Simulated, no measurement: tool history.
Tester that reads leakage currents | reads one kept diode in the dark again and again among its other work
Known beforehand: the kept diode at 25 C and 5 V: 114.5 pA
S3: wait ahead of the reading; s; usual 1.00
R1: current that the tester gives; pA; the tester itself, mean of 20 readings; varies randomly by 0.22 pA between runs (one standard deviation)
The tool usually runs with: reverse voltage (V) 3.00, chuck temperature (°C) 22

{"run": 1, "hour": 0.0, "reverse voltage (V)": 3.0, "chuck temperature (°C)": 22, "S3": 1.0, "R1": 73.02}
{"run": 2, "hour": 36.6, "reverse voltage (V)": 3.0, "chuck temperature (°C)": 26, "S3": 1.0, "R1": 107.3}
{"run": 3, "hour": 59.0, "reverse voltage (V)": 3.0, "chuck temperature (°C)": 22, "S3": 1.0, "R1": 72.66}
{"run": 4, "hour": 96.9, "reverse voltage (V)": 3.0, "chuck temperature (°C)": 22, "S3": 1.0, "R1": 72.64}
{"run": 5, "hour": 129.3, "reverse voltage (V)": 3.0, "chuck temperature (°C)": 22, "S3": 1.0, "R1": 72.88}
{"run": 6, "hour": 152.0, "reverse voltage (V)": 3.0, "chuck temperature (°C)": 22, "S3": 1.0, "R1": 72.68}
{"run": 7, "hour": 168.4, "reverse voltage (V)": 3.0, "chuck temperature (°C)": 25, "S3": 1.0, "R1": 96.79}
{"run": 8, "hour": 195.5, "reverse voltage (V)": 3.0, "chuck temperature (°C)": 25, "S3": 1.0, "R1": 97.47}
{"run": 9, "hour": 221.3, "reverse voltage (V)": 3.0, "chuck temperature (°C)": 30, "S3": 1.0, "R1": 156.92}
{"run": 10, "hour": 242.8, "reverse voltage (V)": 3.0, "chuck temperature (°C)": 30, "S3": 1.0, "R1": 156.19}
{"run": 11, "hour": 279.1, "reverse voltage (V)": 3.0, "chuck temperature (°C)": 37, "S3": 1.0, "R1": 296.04}
{"run": 12, "hour": 297.4, "reverse voltage (V)": 3.0, "chuck temperature (°C)": 37, "S3": 1.0, "R1": 298.35}
{"run": 13, "hour": 321.6, "reverse voltage (V)": 3.0, "chuck temperature (°C)": 37, "S3": 1.0, "R1": 298.39}
{"run": 14, "hour": 341.4, "reverse voltage (V)": 3.0, "chuck temperature (°C)": 37, "S3": 1.0, "R1": 296.15}
{"run": 15, "hour": 371.3, "reverse voltage (V)": 3.0, "chuck temperature (°C)": 37, "S3": 1.0, "R1": 296.18}
{"run": 16, "hour": 399.1, "reverse voltage (V)": 1.86, "chuck temperature (°C)": 22, "S3": 1.0, "R1": 62.19}
{"run": 17, "hour": 424.3, "reverse voltage (V)": 1.53, "chuck temperature (°C)": 22, "S3": 5.38, "R1": 57.77}
{"run": 18, "hour": 450.0, "reverse voltage (V)": 1.53, "chuck temperature (°C)": 22, "S3": 5.38, "R1": 57.45}
{"run": 19, "hour": 487.1, "reverse voltage (V)": 8.2, "chuck temperature (°C)": 43, "S3": 0.68, "R1": 709.45}
{"run": 20, "hour": 510.2, "reverse voltage (V)": 8.2, "chuck temperature (°C)": 43, "S3": 0.68, "R1": 702.93}

Run 21 has not been measured yet. What should we expect?
{"run": 21, "hour": 534.0, "reverse voltage (V)": 3.0, "chuck temperature (°C)": 22, "S3": 0.99, "R1": "?"}

R1: 72.79 pA
Were there no unlogged condition in the tool, this run, its random variation unchanged, would have produced R1 72.73 pA.

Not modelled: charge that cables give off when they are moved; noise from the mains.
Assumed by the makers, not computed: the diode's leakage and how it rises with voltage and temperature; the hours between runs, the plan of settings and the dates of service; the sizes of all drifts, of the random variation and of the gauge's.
